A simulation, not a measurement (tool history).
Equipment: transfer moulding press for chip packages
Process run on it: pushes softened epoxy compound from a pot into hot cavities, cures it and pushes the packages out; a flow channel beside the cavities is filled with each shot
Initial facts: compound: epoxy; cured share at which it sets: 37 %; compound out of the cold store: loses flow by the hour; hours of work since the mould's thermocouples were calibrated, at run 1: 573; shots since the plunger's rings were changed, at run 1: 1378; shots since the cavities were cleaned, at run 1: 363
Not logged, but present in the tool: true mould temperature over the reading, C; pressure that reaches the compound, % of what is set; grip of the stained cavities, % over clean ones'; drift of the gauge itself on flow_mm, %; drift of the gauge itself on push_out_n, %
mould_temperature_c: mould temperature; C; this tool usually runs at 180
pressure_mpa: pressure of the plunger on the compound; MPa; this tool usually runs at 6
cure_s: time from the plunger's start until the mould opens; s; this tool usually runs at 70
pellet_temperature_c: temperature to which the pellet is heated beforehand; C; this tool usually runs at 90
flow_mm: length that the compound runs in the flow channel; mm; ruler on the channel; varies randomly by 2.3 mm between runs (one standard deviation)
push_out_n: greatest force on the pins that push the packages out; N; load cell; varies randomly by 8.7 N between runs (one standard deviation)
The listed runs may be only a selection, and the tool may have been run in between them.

run	hour	mould_temperature_c	pressure_mpa	cure_s	pellet_temperature_c	hours of work since the mould's thermocouples were calibrated	shots since the plunger's rings were changed	shots since the cavities were cleaned	incoming compound's hours out of the cold store	flow_mm	push_out_n
1	0	180	6	70	90	573	1378	363	28.8	700	458
# hour 33.6: cavities cleaned with cleaning compound and waxed
2	34.1	180	6	70	90	589	1729	6	47.3	669	582
3	57.6	180	6	70	90	601	1982	259	14.3	734	631
4	77.4	180	6	70	90	610	2196	473	42.3	670	588
# hour 99: cavities cleaned with cleaning compound and waxed
5	101.6	180	6	70	90	622	2440	28	41.5	674	345
6	123	180	5.49	70	90	633	2671	259	22.5	679	447
7	156.9	180	5.49	70	90	649	3037	625	44.4	634	482
# hour 165.3: cavities cleaned with cleaning compound and waxed, once more
8	198.6	180	5.49	70	90	670	3470	359	41.9	640	444
# hour 231.9: cavities cleaned with cleaning compound and waxed
9	236.6	180	6	70	90	688	3864	51	27.8	693	382
10	265.3	180	5.45	104	89	702	4173	360	35.1	644	332
# hour 296.2: cavities cleaned with cleaning compound and waxed
11	306.9	180	5.45	104	89	722	4606	115	11.7	693	283
12	341.7	180	4.97	70	87	740	4981	490	33	616	486
# hour 361.4: cavities cleaned with cleaning compound and waxed
# hour 368.6: mould's thermocouples calibrated
# hour 388.6: plunger's sealing rings changed
13	388.6	180	4.97	70	87	9	0	244	47.6	614	467

What does the tool deliver on the next run?
14	413.4	180	5.75	53	90	21	268	512	38.2	?	?

Run 14 gave flow_mm 679 mm, push_out_n 1007 N.
Without the tool's hidden state the same run would have given flow_mm 682 mm, push_out_n 730 N.
